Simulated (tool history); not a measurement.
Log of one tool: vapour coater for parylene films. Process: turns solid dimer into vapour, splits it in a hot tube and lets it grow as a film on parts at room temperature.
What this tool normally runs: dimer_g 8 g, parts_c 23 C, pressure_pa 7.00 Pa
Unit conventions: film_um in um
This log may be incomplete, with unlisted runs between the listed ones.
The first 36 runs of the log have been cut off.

| run | day | dimer_g | parts_c | pressure_pa | film_um |
|---|---|---|---|---|---|
| 37 | 43.979 | 5 | 30 | 3.23 | 2.18 |
| 38 | 45.800 | 5 | 30 | 3.23 | 2.21 |
|  | 47.246 | trap's valve overhauled |
| 39 | 47.246 | 5 | 33 | 3.23 | 2.40 |
| 40 | 48.562 | 7 | 26 | 6.72 | 3.55 |
| 41 | 49.888 | 4 | 20 | 3.87 | 2.35 |
| 42 | 50.692 | 4 | 25 | 8.05 | 2.02 |
| 43 | 52.462 | 5 | 19 | 2.63 | 2.98 |
| 44 | 53.871 | 6 | 34 | 8.35 | 2.39 |
| 45 | 55.396 | 3 | 26 | 6.39 | 1.42 |
| 46 | 56.733 | 5 | 23 | 4.03 | 2.59 |
| 47 | 57.988 | 5 | 23 | 4.03 | 2.52 |

4 options for the next run, each taken on its own from the tool as it stands now. Forecast them:
| A | 59.621 | 12 | 23 | 7.00 | ? |
| B | 59.621 | 5 | 23 | 10.23 | ? |
| C | 59.621 | 12 | 28 | 8.52 | ? |
| D | 59.621 | 4 | 19 | 10.95 | ? |

| run | film_um |
|---|---|
| A | 5.72 |
| B | 2.32 |
| C | 5.07 |
| D | 1.99 |
What these runs would have given with no unlogged condition in the tool:
| run | film_um |
|---|---|
| A | 6.51 |
| B | 2.64 |
| C | 5.77 |
| D | 2.26 |
